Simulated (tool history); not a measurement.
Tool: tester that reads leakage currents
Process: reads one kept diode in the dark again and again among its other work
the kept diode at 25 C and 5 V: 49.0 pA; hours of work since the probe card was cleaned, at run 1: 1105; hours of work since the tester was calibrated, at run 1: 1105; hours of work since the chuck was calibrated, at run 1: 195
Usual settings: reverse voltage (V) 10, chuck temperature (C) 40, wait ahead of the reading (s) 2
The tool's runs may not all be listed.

run	hour	reverse voltage (V)	chuck temperature (C)	wait ahead of the reading (s)	hours of work since the probe card was cleaned	hours of work since the tester was calibrated	hours of work since the chuck was calibrated	current that the tester gives (pA)
1	0	10	40	2	1105	1105	195	254.6
# hour 15.1: probe card cleaned and baked
2	144	4.4	40	2	101	1216	306	175.66
3	271	10	40	7.75	201	1316	406	250.12
4	438.1	10	40	2	332	1447	537	253.48
5	600.3	10	40	4.39	460	1575	664	256.41
6	673.6	10	40	2.68	518	1633	722	257.72
7	819.1	10	40	2.68	632	1747	836	262.12
8	964.1	10	40	2.68	746	1861	950	262.62
9	1070.1	2.1	40	2	829	1944	1034	137.06
10	1162.5	2.1	40	2	902	2017	1106	137.13
11	1232.5	2.1	40	2	957	2072	1161	137.88
12	1320.8	10	52	2	1026	2141	1231	688.04
# hour 1442.8: probe card cleaned and baked
13	1489.4	10	52	2	37	2271	1361	684.02
14	1576.5	10	40	2	105	2340	1429	265.71
15	1721	10	40	2	219	2453	1543	268.68
# hour 1734.8: chuck's temperature calibrated
16	1888	10	40	0.86	348	2583	120	278.09
17	2050.7	10	40	2	476	2711	248	281.26
18	2200.8	10	42	2	594	2829	366	331.74
19	2311.4	9	37	2	681	2916	453	213.93
# hour 2328.1: chuck's temperature calibrated, once more
20	2397.2	9	26	2	747	2982	54	76.62
21	2517.5	10	22	3.2	842	3076	149	58.63
22	2623	10	22	3.2	924	3159	232	59.95
23	2721	18.2	22	0.36	1002	3236	309	90.58
# hour 2865.9: probe card cleaned and baked
24	2865.9	8.6	25	0.54	0	3348	420	67.57
25	3027.4	10	21	2	127	3475	547	49.55
# hour 3122.2: tester calibrated
26	3122.2	2.9	48	2	200	0	620	288.68
27	3262.1	4.5	54	1.4	310	110	730	557.72
28	3409.4	4.7	54	3.97	426	226	846	569.99
29	3495.4	2.3	38	3.97	493	293	914	119.68
30	3569	4.9	38	6.59	551	351	971	166.07
31	3697.3	4.9	38	1.05	652	452	1072	168.22
32	3824.1	10	40	1.46	752	552	1172	269.2
33	3976	10	40	1.46	871	671	1291	272.1
34	4074	10	40	1.46	948	748	1368	273.82
35	4169.2	1.1	52	0.48	1023	823	1443	278.55

The same runs without the tool's hidden state, with the same run-to-run variation:
The hidden state here: stray current of the dirty probe card, pA a volt; current scale over the true one, %; true chuck temperature over the reading, C; drift of the gauge itself on leakage_pa, %.
run	current that the tester gives (pA)
1	242.77
2	172.38
3	242.7
4	242.73
5	242.63
6	242.55
7	244.06
8	241.87
9	127.2
10	126.54
11	126.75
12	633.07
13	632.59
14	242.64
15	242.75
16	244.01
17	243.84
18	285.65
19	180.66
20	69.61
21	50.22
22	50.52
23	72.85
24	64.8
25	46.07
26	276.37
27	531.29
28	538.68
29	111.41
30	153.05
31	153.75
32	243.08
33	243.09
34	242.81
35	253.83
